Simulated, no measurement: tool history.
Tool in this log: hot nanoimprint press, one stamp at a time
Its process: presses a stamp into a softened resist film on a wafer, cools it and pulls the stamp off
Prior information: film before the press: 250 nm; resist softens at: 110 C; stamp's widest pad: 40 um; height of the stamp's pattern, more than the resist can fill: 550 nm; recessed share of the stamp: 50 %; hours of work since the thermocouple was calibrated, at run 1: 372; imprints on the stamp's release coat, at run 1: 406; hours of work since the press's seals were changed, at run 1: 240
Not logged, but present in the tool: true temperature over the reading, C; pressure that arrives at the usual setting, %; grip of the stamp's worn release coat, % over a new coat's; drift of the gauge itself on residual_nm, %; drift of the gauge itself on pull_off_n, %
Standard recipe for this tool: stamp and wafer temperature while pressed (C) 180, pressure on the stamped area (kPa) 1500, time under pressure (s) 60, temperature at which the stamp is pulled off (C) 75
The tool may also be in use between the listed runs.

run,hour,stamp and wafer temperature while pressed (C),pressure on the stamped area (kPa),time under pressure (s),temperature at which the stamp is pulled off (C),hours of work since the thermocouple was calibrated,imprints on the stamp's release coat,hours of work since the press's seals were changed,resist left under the stamp's widest pad (nm),greatest force while the stamp is pulled off (N)
1,0.0,180,1500,60,75,372,406,240,94.8,236
2,13.6,180,1500,60,75,378,431,246,97.5,223
3,26.6,180,1500,108,75,384,456,252,79.3,226
4,37.5,180,1500,108,75,389,476,256,79.4,222
5,50.1,180,1500,108,73,394,499,262,79.4,233
6,60.0,180,1500,60,75,399,518,267,96.4,232
7,69.0,190,1500,60,75,403,535,271,62.4,222
8,80.5,185,1500,60,75,408,556,276,76.4,230
9,86.8,185,1500,60,75,411,567,279,76.1,223
10,94.9,180,1850,60,75,415,583,282,85.7,229
11,109.6,180,1500,49,75,421,610,289,103.5,228
12,116.2,180,1500,49,75,424,622,292,103.1,224
13,130.5,180,1500,49,75,431,649,298,104.3,236
14,141.6,180,1500,49,75,436,670,303,105.5,230

Run 15, settings as shown, results not yet in. Your forecast:
15,153.2,180,1400,51,75,441,691,309,?,?

resist left under the stamp's widest pad (nm): 107.3
greatest force while the stamp is pulled off (N): 237
The same run, on a tool lacking any hidden state, would have yielded resist left under the stamp's widest pad (nm) 107.1, greatest force while the stamp is pulled off (N) 236.

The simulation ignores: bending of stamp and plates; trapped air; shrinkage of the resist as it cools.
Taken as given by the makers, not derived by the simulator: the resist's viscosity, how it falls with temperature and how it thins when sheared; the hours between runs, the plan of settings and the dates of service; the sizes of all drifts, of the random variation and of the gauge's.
